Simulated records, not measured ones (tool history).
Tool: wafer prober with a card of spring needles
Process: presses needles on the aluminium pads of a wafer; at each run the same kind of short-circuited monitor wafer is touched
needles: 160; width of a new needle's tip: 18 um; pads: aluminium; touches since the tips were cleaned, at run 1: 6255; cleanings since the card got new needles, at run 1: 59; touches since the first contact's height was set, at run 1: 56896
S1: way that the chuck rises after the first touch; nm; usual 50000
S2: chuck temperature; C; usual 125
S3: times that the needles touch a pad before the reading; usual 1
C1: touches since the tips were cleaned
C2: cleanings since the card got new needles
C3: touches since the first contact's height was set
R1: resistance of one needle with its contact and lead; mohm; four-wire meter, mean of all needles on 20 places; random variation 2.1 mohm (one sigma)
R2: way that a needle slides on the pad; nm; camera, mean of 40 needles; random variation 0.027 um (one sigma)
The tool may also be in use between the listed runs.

run     day     S1   S2  S3    C1  C2     C3   R1     R2
  1       0  50000  125   1  6255  59  56896  224  11620
      0.396  -- tips cleaned on abrasive film
      1.371  -- tips cleaned on abrasive film
      2.279  -- tips cleaned on abrasive film
  2   2.625  50000  125   1  3533  62  83564  225  11620
      3.192  -- tips cleaned on abrasive film
      4.121  -- tips cleaned on abrasive film
      4.133  -- height of the first contact set anew
  3   4.388  50000  125   1  2628  64   2628  219  11620
      5.025  -- tips cleaned on abrasive film
      5.988  -- tips cleaned on abrasive film
      6.946  -- tips cleaned on abrasive film
  4   7.383  50000  125   1  4471  67  33098  227  11610
      7.821  -- tips cleaned on abrasive film
      8.775  -- tips cleaned on abrasive film
  5   9.562  50000  125   1  8071  69  55280  227  11580
      9.783  -- tips cleaned on abrasive film
     10.775  -- tips cleaned on abrasive film
     11.762  -- tips cleaned on abrasive film
  6  12.417  50000  125   1  6711  72  84310  226  11590
     12.821  -- tips cleaned on abrasive film
     13.729  -- tips cleaned on abrasive film
     13.958  -- height of the first contact set anew
  7   14.05  50000  125   1  3153  74    951  225  11550
     14.675  -- tips cleaned on abrasive film
     15.654  -- tips cleaned on abrasive film
  8  16.096  50000  125   1  4526  76  21758  226  11580
     16.675  -- tips cleaned on abrasive film
     17.562  -- tips cleaned on abrasive film
      18.45  -- tips cleaned on abrasive film
  9  18.592  50000  125   1  1428  79  47115  227  11580
     19.321  -- tips cleaned on abrasive film
     20.238  -- tips cleaned on abrasive film
 10  20.304  50000  125   1   683  81  64534  222  11580
     21.288  -- tips cleaned on abrasive film
       22.2  -- tips cleaned on abrasive film
     23.188  -- tips cleaned on abrasive film
 11  23.258  50000  125   1   689  84  94573  224  11570
     23.775  -- height of the first contact set anew
       24.2  -- tips cleaned on abrasive film
     25.133  -- tips cleaned on abrasive film
       26.1  -- tips cleaned on abrasive film
 12  26.283  50000  125   1  1893  87  25504  228  11530
     26.975  -- tips cleaned on abrasive film
 13  27.783  50000  125   1  8291  88  40799  225  11540
     28.004  -- tips cleaned on abrasive film
     28.967  -- tips cleaned on abrasive film
 14  29.771  50000   64   1  8207  90  60989  211  11500
     29.988  -- tips cleaned on abrasive film
     30.929  -- tips cleaned on abrasive film
     31.971  -- tips cleaned on abrasive film
 15   32.05  50000   64   1   789  93  84137  210  11480
     32.971  -- tips cleaned on abrasive film
       33.6  -- height of the first contact set anew
     33.888  -- tips cleaned on abrasive film
     34.804  -- tips cleaned on abrasive film
 16  35.025  50000  119   1  2245  96  14472  225  11520
     35.729  -- tips cleaned on abrasive film
     36.746  -- tips cleaned on abrasive film
     37.704  -- tips cleaned on abrasive film
 17  37.896  46000   89   1  1925  99  43659  222  10600

The next listed run, before its measurement:
     38.588  -- tips cleaned on abrasive film
       39.5  -- tips cleaned on abrasive film
 18  39.808  40000  60   1  3171  101  63140   ?   ?

Run 18 gave R1 213 mohm, R2 9190 nm.
Without the tool's hidden state the same run would have given R1 213 mohm, R2 9310 nm.
